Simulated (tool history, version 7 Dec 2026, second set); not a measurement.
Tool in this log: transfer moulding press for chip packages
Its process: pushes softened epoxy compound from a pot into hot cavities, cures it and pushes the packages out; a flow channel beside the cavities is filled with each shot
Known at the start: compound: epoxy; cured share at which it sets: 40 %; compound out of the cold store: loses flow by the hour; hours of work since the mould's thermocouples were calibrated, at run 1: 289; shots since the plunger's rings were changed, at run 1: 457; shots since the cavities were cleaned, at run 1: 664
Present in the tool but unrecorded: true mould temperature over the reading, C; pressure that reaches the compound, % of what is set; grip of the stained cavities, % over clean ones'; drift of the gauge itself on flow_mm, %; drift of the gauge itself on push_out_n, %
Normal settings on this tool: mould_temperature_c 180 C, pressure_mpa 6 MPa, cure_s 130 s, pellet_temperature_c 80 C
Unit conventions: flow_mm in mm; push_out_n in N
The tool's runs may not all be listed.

run,hour,mould_temperature_c,pressure_mpa,cure_s,pellet_temperature_c,hours of work since the mould's thermocouples were calibrated,shots since the plunger's rings were changed,shots since the cavities were cleaned,incoming compound's hours out of the cold store,flow_mm,push_out_n
1,0,180,6,130,80,289,457,664,38.1,813,444
2,19.9,180,6,130,80,300,610,817,18.4,844,476
# hour 24.7: cavities cleaned with cleaning compound and waxed
3,36.4,180,6,130,88,308,725,90,32,829,594
4,56.4,180,6,130,88,319,877,242,30.5,829,560
5,71.8,180,5.02,130,80,328,996,361,32.4,745,555
6,105.5,180,6,130,80,346,1253,618,29.8,804,536
# hour 136.3: cavities cleaned with cleaning compound and waxed
7,142,180,6,130,75,366,1521,43,21.9,821,287
8,170.3,180,6,130,74,381,1738,260,44.1,779,388
9,199.9,180,6,130,80,398,1964,486,42.9,784,440
# hour 205.4: cavities cleaned with cleaning compound and waxed, once more
10,238.2,180,6,130,81,418,2246,251,12.1,822,390
11,272.9,180,6,130,86,437,2511,516,31.8,780,454
12,305.6,184,6,130,86,455,2762,767,37,764,481
# hour 317.2: cavities cleaned with cleaning compound and waxed
13,337.5,184,6,130,86,472,2994,155,13.1,812,333
14,369.8,180,6,130,87,490,3241,402,21.8,796,436
15,385.4,180,5.93,130,80,499,3361,522,24.4,796,449
16,413.9,180,5.93,130,80,515,3579,740,43.7,759,494
# hour 429.2: cavities cleaned with cleaning compound and waxed
17,446.5,176,5.81,134,80,532,3817,133,46.9,756,353
# hour 460.1: plunger's sealing rings changed
18,472.3,176,7.05,116,80,545,93,311,36.9,887,510
19,501.3,177,7.05,116,80,561,315,533,37.9,911,554
20,536.9,177,7.05,116,80,581,588,806,13.3,920,609
# hour 543.2: cavities cleaned with cleaning compound and waxed
21,561.2,177,7.05,116,80,593,762,138,41.3,878,390
# hour 569.7: mould's thermocouples calibrated
22,598.5,177,7.05,116,80,16,1032,408,38.4,874,488
23,614.7,177,7.05,116,80,25,1156,532,34.8,877,526
24,643.3,177,7.05,116,80,41,1375,751,37.8,868,568
# hour 656.2: cavities cleaned with cleaning compound and waxed
25,677.7,185,6.35,124,80,59,1627,165,9.6,856,330
26,714,180,5.17,130,80,79,1904,442,14.2,774,426
27,742.2,180,5.17,130,78,95,2120,658,14.9,760,471
# hour 768.2: cavities cleaned with cleaning compound and waxed
28,777,180,5.17,130,78,113,2374,67,30.9,738,308
29,809.5,177,5.57,130,78,131,2624,317,8.7,800,438

Here are 3 independent what-if runs from the current tool condition. What would each one return?
A,829.7,177,5.57,114,78,142,2778,471,20,?,?
B,829.7,172,6,170,80,142,2778,471,38.9,?,?
C,829.7,184,5.57,130,85,142,2778,471,40.1,?,?

run,flow_mm,push_out_n
A,791,544
B,804,441
C,735,418
Without the tool's hidden state the same runs would have given:
run,flow_mm,push_out_n
A,834,309
B,848,249
C,775,240

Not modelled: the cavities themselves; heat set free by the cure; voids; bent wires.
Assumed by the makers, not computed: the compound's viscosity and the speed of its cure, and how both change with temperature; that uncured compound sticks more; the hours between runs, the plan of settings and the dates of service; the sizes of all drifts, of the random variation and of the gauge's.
